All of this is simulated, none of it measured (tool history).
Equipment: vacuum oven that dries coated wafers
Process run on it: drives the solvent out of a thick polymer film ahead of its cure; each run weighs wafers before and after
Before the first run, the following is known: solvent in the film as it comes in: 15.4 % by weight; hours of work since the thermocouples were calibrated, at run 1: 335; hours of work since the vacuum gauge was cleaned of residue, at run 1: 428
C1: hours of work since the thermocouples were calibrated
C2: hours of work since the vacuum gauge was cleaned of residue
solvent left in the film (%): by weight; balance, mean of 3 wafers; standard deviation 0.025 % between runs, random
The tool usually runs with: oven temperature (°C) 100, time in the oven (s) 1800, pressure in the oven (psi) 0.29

{"run": 1, "hour": 0.0, "oven temperature (°C)": 100, "time in the oven (s)": 1800, "pressure in the oven (psi)": 0.29, "C1": 335, "C2": 428, "solvent left in the film (%)": 2.76}
{"run": 2, "hour": 15.4, "oven temperature (°C)": 100, "time in the oven (s)": 1800, "pressure in the oven (psi)": 0.29, "C1": 343, "C2": 436, "solvent left in the film (%)": 2.78}
{"run": 3, "hour": 27.1, "oven temperature (°C)": 100, "time in the oven (s)": 1800, "pressure in the oven (psi)": 0.29, "C1": 349, "C2": 442, "solvent left in the film (%)": 2.77}
{"run": 4, "hour": 45.5, "oven temperature (°C)": 85, "time in the oven (s)": 1800, "pressure in the oven (psi)": 0.29, "C1": 358, "C2": 451, "solvent left in the film (%)": 5.68}
{"run": 5, "hour": 57.7, "oven temperature (°C)": 100, "time in the oven (s)": 1800, "pressure in the oven (psi)": 0.29, "C1": 364, "C2": 457, "solvent left in the film (%)": 2.75}
{"run": 6, "hour": 71.0, "oven temperature (°C)": 100, "time in the oven (s)": 1800, "pressure in the oven (psi)": 0.29, "C1": 371, "C2": 464, "solvent left in the film (%)": 2.77}
{"run": 7, "hour": 85.7, "oven temperature (°C)": 100, "time in the oven (s)": 1800, "pressure in the oven (psi)": 0.29, "C1": 378, "C2": 471, "solvent left in the film (%)": 2.8}
{"run": 8, "hour": 104.4, "oven temperature (°C)": 100, "time in the oven (s)": 1800, "pressure in the oven (psi)": 0.197, "C1": 388, "C2": 481, "solvent left in the film (%)": 2.48}
{"run": 9, "hour": 122.9, "oven temperature (°C)": 100, "time in the oven (s)": 1800, "pressure in the oven (psi)": 0.197, "C1": 397, "C2": 490, "solvent left in the film (%)": 2.51}
{"run": 10, "hour": 144.6, "oven temperature (°C)": 100, "time in the oven (s)": 1800, "pressure in the oven (psi)": 0.234, "C1": 408, "C2": 501, "solvent left in the film (%)": 2.66}
{"run": 11, "hour": 170.4, "oven temperature (°C)": 100, "time in the oven (s)": 1800, "pressure in the oven (psi)": 0.29, "C1": 421, "C2": 514, "solvent left in the film (%)": 2.79}
{"run": 12, "hour": 196.5, "oven temperature (°C)": 100, "time in the oven (s)": 1800, "pressure in the oven (psi)": 0.29, "C1": 434, "C2": 527, "solvent left in the film (%)": 2.77}
{"run": 13, "hour": 224.0, "oven temperature (°C)": 100, "time in the oven (s)": 1800, "pressure in the oven (psi)": 0.181, "C1": 448, "C2": 541, "solvent left in the film (%)": 2.46}
{"run": 14, "hour": 242.0, "oven temperature (°C)": 100, "time in the oven (s)": 1800, "pressure in the oven (psi)": 0.181, "C1": 457, "C2": 550, "solvent left in the film (%)": 2.48}
{"run": 15, "hour": 261.0, "oven temperature (°C)": 100, "time in the oven (s)": 1800, "pressure in the oven (psi)": 0.181, "C1": 466, "C2": 559, "solvent left in the film (%)": 2.48}
{"run": 16, "hour": 287.7, "oven temperature (°C)": 100, "time in the oven (s)": 1800, "pressure in the oven (psi)": 0.181, "C1": 480, "C2": 573, "solvent left in the film (%)": 2.51}
{"run": 17, "hour": 307.4, "oven temperature (°C)": 100, "time in the oven (s)": 1800, "pressure in the oven (psi)": 0.181, "C1": 490, "C2": 583, "solvent left in the film (%)": 2.51}
{"run": 18, "hour": 319.1, "oven temperature (°C)": 100, "time in the oven (s)": 1800, "pressure in the oven (psi)": 0.29, "C1": 495, "C2": 589, "solvent left in the film (%)": 2.84}
{"run": 19, "hour": 332.8, "oven temperature (°C)": 110, "time in the oven (s)": 1800, "pressure in the oven (psi)": 0.29, "C1": 502, "C2": 595, "solvent left in the film (%)": 1.5}
{"run": 20, "hour": 351.4, "oven temperature (°C)": 100, "time in the oven (s)": 2400, "pressure in the oven (psi)": 0.29, "C1": 512, "C2": 605, "solvent left in the film (%)": 2.03}
{"run": 21, "hour": 371.2, "oven temperature (°C)": 100, "time in the oven (s)": 2400, "pressure in the oven (psi)": 0.29, "C1": 522, "C2": 615, "solvent left in the film (%)": 2.01}
{"run": 22, "hour": 384.9, "oven temperature (°C)": 100, "time in the oven (s)": 2340, "pressure in the oven (psi)": 0.29, "C1": 528, "C2": 622, "solvent left in the film (%)": 2.04}
{"run": 23, "hour": 411.5, "oven temperature (°C)": 100, "time in the oven (s)": 1800, "pressure in the oven (psi)": 0.599, "C1": 542, "C2": 635, "solvent left in the film (%)": 3.72}
{"run": 24, "hour": 438.4, "oven temperature (°C)": 100, "time in the oven (s)": 1800, "pressure in the oven (psi)": 0.599, "C1": 555, "C2": 649, "solvent left in the film (%)": 3.74}
{"run": 25, "hour": 461.2, "oven temperature (°C)": 100, "time in the oven (s)": 1440, "pressure in the oven (psi)": 0.867, "C1": 567, "C2": 660, "solvent left in the film (%)": 5.16}
{"run": 26, "hour": 476.6, "oven temperature (°C)": 100, "time in the oven (s)": 1380, "pressure in the oven (psi)": 0.854, "C1": 575, "C2": 668, "solvent left in the film (%)": 5.3}
{"run": 27, "hour": 503.3, "oven temperature (°C)": 100, "time in the oven (s)": 1380, "pressure in the oven (psi)": 0.854, "C1": 588, "C2": 681, "solvent left in the film (%)": 5.31}
{"run": 28, "hour": 528.1, "oven temperature (°C)": 85, "time in the oven (s)": 1800, "pressure in the oven (psi)": 0.29, "C1": 600, "C2": 694, "solvent left in the film (%)": 5.74}
{"run": 29, "hour": 546.0, "oven temperature (°C)": 106, "time in the oven (s)": 1980, "pressure in the oven (psi)": 0.186, "C1": 609, "C2": 703, "solvent left in the film (%)": 1.43}
{"run": 30, "hour": 573.4, "oven temperature (°C)": 99, "time in the oven (s)": 1260, "pressure in the oven (psi)": 0.27, "C1": 623, "C2": 716, "solvent left in the film (%)": 4.34}
{"run": 31, "hour": 585.4, "oven temperature (°C)": 105, "time in the oven (s)": 2700, "pressure in the oven (psi)": 0.306, "C1": 629, "C2": 722, "solvent left in the film (%)": 1.37}
{"run": 32, "hour": 609.2, "oven temperature (°C)": 100, "time in the oven (s)": 2400, "pressure in the oven (psi)": 0.29, "C1": 641, "C2": 734, "solvent left in the film (%)": 2.03}
{"run": 33, "hour": 627.4, "oven temperature (°C)": 110, "time in the oven (s)": 2400, "pressure in the oven (psi)": 0.29, "C1": 650, "C2": 743, "solvent left in the film (%)": 1.08}
{"run": 34, "hour": 645.0, "oven temperature (°C)": 100, "time in the oven (s)": 2160, "pressure in the oven (psi)": 0.392, "C1": 659, "C2": 752, "solvent left in the film (%)": 2.6}
{"run": 35, "hour": 668.4, "oven temperature (°C)": 99, "time in the oven (s)": 2160, "pressure in the oven (psi)": 0.392, "C1": 671, "C2": 764, "solvent left in the film (%)": 2.8}
{"run": 36, "hour": 689.5, "oven temperature (°C)": 99, "time in the oven (s)": 2160, "pressure in the oven (psi)": 0.392, "C1": 681, "C2": 775, "solvent left in the film (%)": 2.78}
{"run": 37, "hour": 715.1, "oven temperature (°C)": 99, "time in the oven (s)": 1080, "pressure in the oven (psi)": 0.579, "C1": 694, "C2": 787, "solvent left in the film (%)": 5.78}
{"run": 38, "hour": 734.0, "oven temperature (°C)": 113, "time in the oven (s)": 960, "pressure in the oven (psi)": 0.896, "C1": 704, "C2": 797, "solvent left in the film (%)": 4.1}
{"run": 39, "hour": 752.8, "oven temperature (°C)": 107, "time in the oven (s)": 1740, "pressure in the oven (psi)": 0.189, "C1": 713, "C2": 806, "solvent left in the film (%)": 1.73}
{"run": 40, "hour": 771.6, "oven temperature (°C)": 107, "time in the oven (s)": 1740, "pressure in the oven (psi)": 0.189, "C1": 723, "C2": 816, "solvent left in the film (%)": 1.68}
{"run": 41, "hour": 792.0, "oven temperature (°C)": 107, "time in the oven (s)": 2820, "pressure in the oven (psi)": 0.189, "C1": 733, "C2": 826, "solvent left in the film (%)": 0.84}
{"run": 42, "hour": 807.6, "oven temperature (°C)": 107, "time in the oven (s)": 2820, "pressure in the oven (psi)": 0.189, "C1": 741, "C2": 834, "solvent left in the film (%)": 0.84}
{"run": 43, "hour": 822.3, "oven temperature (°C)": 103, "time in the oven (s)": 1320, "pressure in the oven (psi)": 1.123, "C1": 748, "C2": 841, "solvent left in the film (%)": 5.58}
{"run": 44, "hour": 849.7, "oven temperature (°C)": 103, "time in the oven (s)": 1320, "pressure in the oven (psi)": 1.123, "C1": 762, "C2": 855, "solvent left in the film (%)": 5.6}
{"run": 45, "hour": 872.9, "oven temperature (°C)": 96, "time in the oven (s)": 2340, "pressure in the oven (psi)": 1.123, "C1": 774, "C2": 867, "solvent left in the film (%)": 5.58}

Predict the results of run 46:
{"run": 46, "hour": 897.2, "oven temperature (°C)": 96, "time in the oven (s)": 2340, "pressure in the oven (psi)": 1.123, "C1": 786, "C2": 879, "solvent left in the film (%)": "?"}

solvent left in the film (%): 5.56
With no hidden state in the tool, this same run would have given solvent left in the film (%) 5.25.
